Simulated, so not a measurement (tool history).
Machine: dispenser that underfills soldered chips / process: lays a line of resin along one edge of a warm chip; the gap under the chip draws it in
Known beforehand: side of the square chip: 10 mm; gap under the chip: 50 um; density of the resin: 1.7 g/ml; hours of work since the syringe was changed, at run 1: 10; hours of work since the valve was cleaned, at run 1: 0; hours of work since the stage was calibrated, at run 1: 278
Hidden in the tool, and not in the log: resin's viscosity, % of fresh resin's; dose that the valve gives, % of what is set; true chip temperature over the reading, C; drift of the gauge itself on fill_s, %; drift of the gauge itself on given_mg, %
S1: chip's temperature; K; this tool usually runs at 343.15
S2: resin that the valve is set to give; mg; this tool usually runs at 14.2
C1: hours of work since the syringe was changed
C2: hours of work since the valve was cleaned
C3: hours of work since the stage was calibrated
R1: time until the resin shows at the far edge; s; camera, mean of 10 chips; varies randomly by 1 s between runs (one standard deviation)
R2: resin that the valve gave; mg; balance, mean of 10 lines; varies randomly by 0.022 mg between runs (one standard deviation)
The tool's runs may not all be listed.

run    day      S1    S2  C1  C2   C3     R1     R2
  1  0.000  343.15  14.2  10   0  278  170.7  14.23
     0.146  -- new syringe of resin
  2  0.317  343.15  14.2   3   5  283  111.7  14.19
  3  0.771  343.15  17.8  11  14  292  195.6  17.81
     0.842  -- new syringe of resin
  4  1.138  343.15  17.8   5  20  298  129.3  17.69
  5  1.408  343.15  17.8  10  25  303  176.2  17.70
     1.533  -- new syringe of resin
  6  1.742  343.15  14.2   4  31  308  116.0  14.04
  7  2.179  356.15  15.3  12  38  316  120.4  15.03
     2.217  -- new syringe of resin
     2.621  -- dispensing valve cleaned and set on the balance
  8  2.696  356.15  15.3   8   1  325   91.6  15.30
     2.950  -- new syringe of resin
  9  3.171  330.15  17.2   4  10  333  202.1  17.13
 10  3.450  344.15  12.6   9  15  338  163.5  12.55
     3.625  -- new syringe of resin
 11  3.788  336.15  12.6   3  20  344  148.5  12.51
 12  4.012  336.15  12.6   7  24  348  198.7  12.46

Results per run with the tool's hidden condition removed, run-to-run variation unchanged:
run     R1     R2
  1   99.3  14.17
  2   98.9  14.16
  3   99.7  17.85
  4   99.6  17.78
  5   97.8  17.83
  6   99.2  14.18
  7   59.6  15.24
  8   59.4  15.30
  9  171.1  17.19
 10   97.8  12.62
 11  134.4  12.62
 12  137.0  12.59
